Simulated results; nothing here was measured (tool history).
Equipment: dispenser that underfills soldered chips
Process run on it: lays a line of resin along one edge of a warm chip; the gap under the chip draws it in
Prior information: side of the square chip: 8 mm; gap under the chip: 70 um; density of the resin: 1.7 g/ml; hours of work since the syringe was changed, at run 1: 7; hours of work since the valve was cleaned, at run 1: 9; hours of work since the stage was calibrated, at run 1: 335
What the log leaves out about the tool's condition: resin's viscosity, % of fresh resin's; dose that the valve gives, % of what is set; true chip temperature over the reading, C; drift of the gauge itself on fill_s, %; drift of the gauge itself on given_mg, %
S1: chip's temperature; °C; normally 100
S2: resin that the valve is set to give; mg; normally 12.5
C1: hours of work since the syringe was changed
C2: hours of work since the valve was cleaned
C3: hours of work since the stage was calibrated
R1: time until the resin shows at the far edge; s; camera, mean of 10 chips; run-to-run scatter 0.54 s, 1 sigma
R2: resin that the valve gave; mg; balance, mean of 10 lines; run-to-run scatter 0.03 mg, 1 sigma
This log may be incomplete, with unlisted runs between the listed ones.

run,hour,S1,S2,C1,C2,C3,R1,R2
1,0.0,100,12.5,7,9,335,53.6,12.43
# hour 3.3: new syringe of resin
2,10.4,100,12.5,5,16,342,51.0,12.31
3,16.4,100,12.5,9,20,346,59.3,12.30
# hour 17.7: new syringe of resin
4,24.7,100,12.5,5,25,352,50.0,12.19
# hour 31.5: new syringe of resin
5,35.7,100,12.5,3,33,359,44.9,12.07
# hour 45.9: new syringe of resin
6,46.7,100,12.5,0,40,366,41.5,12.03
# hour 50.7: dispensing valve cleaned and set on the balance
7,58.9,89,12.5,8,6,374,90.1,12.42
# hour 60.7: new syringe of resin
8,65.5,89,12.5,3,10,378,73.8,12.38
9,72.7,89,12.5,8,15,383,89.1,12.30
# hour 74.9: new syringe of resin
10,82.6,100,12.1,5,21,389,51.0,11.89
# hour 88.9: new syringe of resin
11,92.3,102,12.5,2,27,395,40.4,12.24
12,99.1,100,11.6,7,32,400,53.4,11.24
# hour 102.9: new syringe of resin
13,105.0,100,11.6,1,36,404,43.7,11.18
14,113.0,100,11.6,7,41,409,53.8,11.19
# hour 115.2: dispensing valve cleaned and set on the balance
# hour 118.1: new syringe of resin
15,121.3,100,11.6,2,4,414,43.2,11.55
16,128.1,100,12.5,7,9,419,52.3,12.41
# hour 131.6: new syringe of resin
17,140.9,85,12.5,6,17,427,100.8,12.33
# hour 145.7: new syringe of resin
18,152.2,87,12.5,4,24,434,84.9,12.18
# hour 160.3: new syringe of resin
19,164.4,88,11.0,3,32,442,76.1,10.65
# hour 174.0: new syringe of resin
20,174.0,88,13.6,0,39,449,67.1,13.10
# hour 179.2: dispensing valve cleaned and set on the balance
21,187.0,88,13.6,8,5,457,91.9,13.59
# hour 188.8: new syringe of resin
22,198.8,111,11.6,7,13,464,34.1,11.52
# hour 202.9: new syringe of resin
23,206.8,102,14.9,3,18,470,40.9,14.70
24,213.9,102,14.9,7,23,474,49.0,14.61
# hour 217.3: new syringe of resin
25,223.3,110,12.5,4,29,481,31.6,12.23
# hour 231.8: new syringe of resin
26,231.9,107,15.0,0,35,486,30.3,14.60
27,240.7,107,15.0,6,41,492,37.7,14.46
# hour 243.4: dispensing valve cleaned and set on the balance
# hour 246.6: new syringe of resin
28,254.2,107,16.1,5,7,500,35.6,16.02
# hour 260.9: new syringe of resin
29,261.8,107,16.1,1,12,505,29.6,15.91

The next listed run, before its measurement:
30,267.5,109,11.4,4,16,509,?,?

For run 30 the tool returned R1 33.7 s, R2 11.23 mg.
Minus the tool's unlogged condition, the same run would have read R1 32.0 s, R2 11.38 mg.

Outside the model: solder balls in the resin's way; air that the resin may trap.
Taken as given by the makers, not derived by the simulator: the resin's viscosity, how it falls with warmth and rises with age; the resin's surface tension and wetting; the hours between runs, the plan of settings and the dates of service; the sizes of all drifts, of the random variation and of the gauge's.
